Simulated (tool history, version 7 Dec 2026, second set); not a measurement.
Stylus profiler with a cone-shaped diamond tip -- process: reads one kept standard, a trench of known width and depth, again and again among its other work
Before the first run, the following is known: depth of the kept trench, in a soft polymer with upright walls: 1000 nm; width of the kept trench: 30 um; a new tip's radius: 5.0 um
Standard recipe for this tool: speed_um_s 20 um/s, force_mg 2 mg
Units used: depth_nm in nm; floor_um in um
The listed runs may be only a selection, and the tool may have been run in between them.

Run 1, day 0: usual settings. Result: depth_nm 1014.32 nm, floor_um 23.91 um.
Run 2, day 1.258: usual settings but speed_um_s 21 um/s. Result: depth_nm 1014.28 nm, floor_um 23.92 um.
Run 3, day 2.238: usual settings. Result: depth_nm 1013.87 nm, floor_um 23.96 um.
Run 4, day 3.492: usual settings. Result: depth_nm 1014.27 nm, floor_um 23.87 um.
Run 5, day 4.454: usual settings. Result: depth_nm 1014.06 nm, floor_um 23.92 um.
Run 6, day 5.475: usual settings. Result: depth_nm 1014.01 nm, floor_um 23.91 um.
Run 7, day 6.904: usual settings but speed_um_s 70 um/s. Result: depth_nm 1014.13 nm, floor_um 23.75 um.
Run 8, day 7.533: usual settings but speed_um_s 70 um/s. Result: depth_nm 1014.16 nm, floor_um 23.73 um.
Run 9, day 8.304: usual settings but speed_um_s 70 um/s. Result: depth_nm 1014.14 nm, floor_um 23.67 um.
Run 10, day 8.908: usual settings but speed_um_s 70 um/s. Result: depth_nm 1014.18 nm, floor_um 23.75 um.
Run 11, day 9.65: usual settings but speed_um_s 38 um/s. Result: depth_nm 1014.35 nm, floor_um 23.81 um.
Run 12, day 10.788: usual settings but speed_um_s 38 um/s. Result: depth_nm 1014.14 nm, floor_um 23.87 um.
Run 13, day 11.933: usual settings but speed_um_s 38 um/s. Result: depth_nm 1014.38 nm, floor_um 23.92 um.
Run 14, day 13.183: usual settings but speed_um_s 38 um/s, force_mg 1.93 mg. Result: depth_nm 1013.87 nm, floor_um 23.83 um.
Run 15, day 14.467: usual settings but speed_um_s 38 um/s, force_mg 1.93 mg. Result: depth_nm 1013.84 nm, floor_um 23.8 um.
Run 16, day 15.908: usual settings but speed_um_s 38 um/s, force_mg 1.93 mg. Result: depth_nm 1013.81 nm, floor_um 23.89 um.
Run 17, day 16.683: usual settings but speed_um_s 38 um/s, force_mg 1.93 mg. Result: depth_nm 1013.95 nm, floor_um 23.88 um.
Run 18, day 17.879: usual settings but force_mg 3.97 mg. Result: depth_nm 1022.19 nm, floor_um 23.93 um.
Run 19, day 18.596: usual settings but speed_um_s 57 um/s. Result: depth_nm 1014.06 nm, floor_um 23.79 um.
Run 20, day 19.983: usual settings but speed_um_s 57 um/s. Result: depth_nm 1014.03 nm, floor_um 23.8 um.
Run 21, day 20.862: usual settings but speed_um_s 43 um/s. Result: depth_nm 1014.21 nm, floor_um 23.85 um.
Run 22, day 21.567: usual settings but speed_um_s 38 um/s, force_mg 1.39 mg. Result: depth_nm 1011.27 nm, floor_um 23.86 um.
Run 23, day 22.575: usual settings but speed_um_s 16 um/s, force_mg 0.98 mg. Result: depth_nm 1008.76 nm, floor_um 23.92 um.
Run 24, day 23.967: usual settings but speed_um_s 16 um/s, force_mg 0.76 mg. Result: depth_nm 1007.57 nm, floor_um 23.87 um.
Run 25, day 25.25: usual settings but speed_um_s 76 um/s, force_mg 3.18 mg. Result: depth_nm 1019.3 nm, floor_um 23.8 um.
Run 26, day 25.858: usual settings but speed_um_s 76 um/s, force_mg 3.18 mg. Result: depth_nm 1019.38 nm, floor_um 23.78 um.
Run 27, day 26.654: usual settings but speed_um_s 27 um/s, force_mg 4.14 mg. Result: depth_nm 1022.89 nm, floor_um 23.93 um.
Run 28, day 27.5: usual settings but speed_um_s 49 um/s, force_mg 4.28 mg. Result: depth_nm 1023.63 nm, floor_um 23.84 um.
Run 29, day 28.579: usual settings but speed_um_s 49 um/s, force_mg 4.28 mg. Result: depth_nm 1023.56 nm, floor_um 23.81 um.
Run 30, day 29.2: usual settings but speed_um_s 61 um/s, force_mg 1.35 mg. Result: depth_nm 1010.89 nm, floor_um 23.73 um.
Run 31, day 30.071: usual settings but speed_um_s 9 um/s, force_mg 1.35 mg. Result: depth_nm 1011.07 nm, floor_um 23.94 um.
Run 32, day 31.067: usual settings but speed_um_s 9 um/s, force_mg 1.35 mg. Result: depth_nm 1010.83 nm, floor_um 23.95 um.
Run 33, day 32.15: usual settings but speed_um_s 9 um/s, force_mg 1.35 mg. Result: depth_nm 1010.73 nm, floor_um 23.92 um.
Run 34, day 33.567: usual settings but speed_um_s 6 um/s, force_mg 1.51 mg. Result: depth_nm 1011.63 nm, floor_um 23.92 um.
Run 35, day 34.3: usual settings but speed_um_s 13 um/s, force_mg 1.43 mg. Result: depth_nm 1011.32 nm, floor_um 23.96 um.
Run 36, day 35.346: usual settings but speed_um_s 13 um/s, force_mg 1.43 mg. Result: depth_nm 1011.43 nm, floor_um 23.93 um.
Run 37, day 36.738: usual settings but speed_um_s 13 um/s, force_mg 4.84 mg. Result: depth_nm 1025.68 nm, floor_um 23.95 um.
Run 38, day 37.821: usual settings but speed_um_s 13 um/s, force_mg 4.84 mg. Result: depth_nm 1025.47 nm, floor_um 24.01 um.
Run 39, day 38.854: usual settings but speed_um_s 13 um/s, force_mg 4.84 mg. Result: depth_nm 1025.48 nm, floor_um 23.92 um.
Run 40, day 40.233: usual settings but speed_um_s 13 um/s, force_mg 4.84 mg. Result: depth_nm 1025.51 nm, floor_um 23.99 um.
Run 41, day 41.604: usual settings but speed_um_s 13 um/s, force_mg 4.84 mg. Result: depth_nm 1025.88 nm, floor_um 23.92 um.

What if the next run were any one of these 5? Each begins from the tool's condition after run 41:
Run A, day 42.45: usual settings but speed_um_s 9 um/s, force_mg 2.06 mg. Result: depth_nm ?, floor_um ?.
Run B, day 42.45: usual settings but speed_um_s 6 um/s, force_mg 0.71 mg. Result: depth_nm ?, floor_um ?.
Run C, day 42.45: usual settings but speed_um_s 8 um/s, force_mg 2.09 mg. Result: depth_nm ?, floor_um ?.
Run D, day 42.45: usual settings but speed_um_s 53 um/s, force_mg 2.71 mg. Result: depth_nm ?, floor_um ?.
Run E, day 42.45: usual settings but speed_um_s 9 um/s, force_mg 1.39 mg. Result: depth_nm ?, floor_um ?.

run  depth_nm  floor_um
  A   1014.35     23.95
  B   1007.13        24
  C   1014.53     23.98
  D   1017.28     23.83
  E   1011.13     23.98
With no hidden state in the tool, these same runs would have given:
run  depth_nm  floor_um
  A   1014.36     23.96
  B   1007.13     24.01
  C   1014.54     23.99
  D   1017.28     23.84
  E   1011.14     23.99

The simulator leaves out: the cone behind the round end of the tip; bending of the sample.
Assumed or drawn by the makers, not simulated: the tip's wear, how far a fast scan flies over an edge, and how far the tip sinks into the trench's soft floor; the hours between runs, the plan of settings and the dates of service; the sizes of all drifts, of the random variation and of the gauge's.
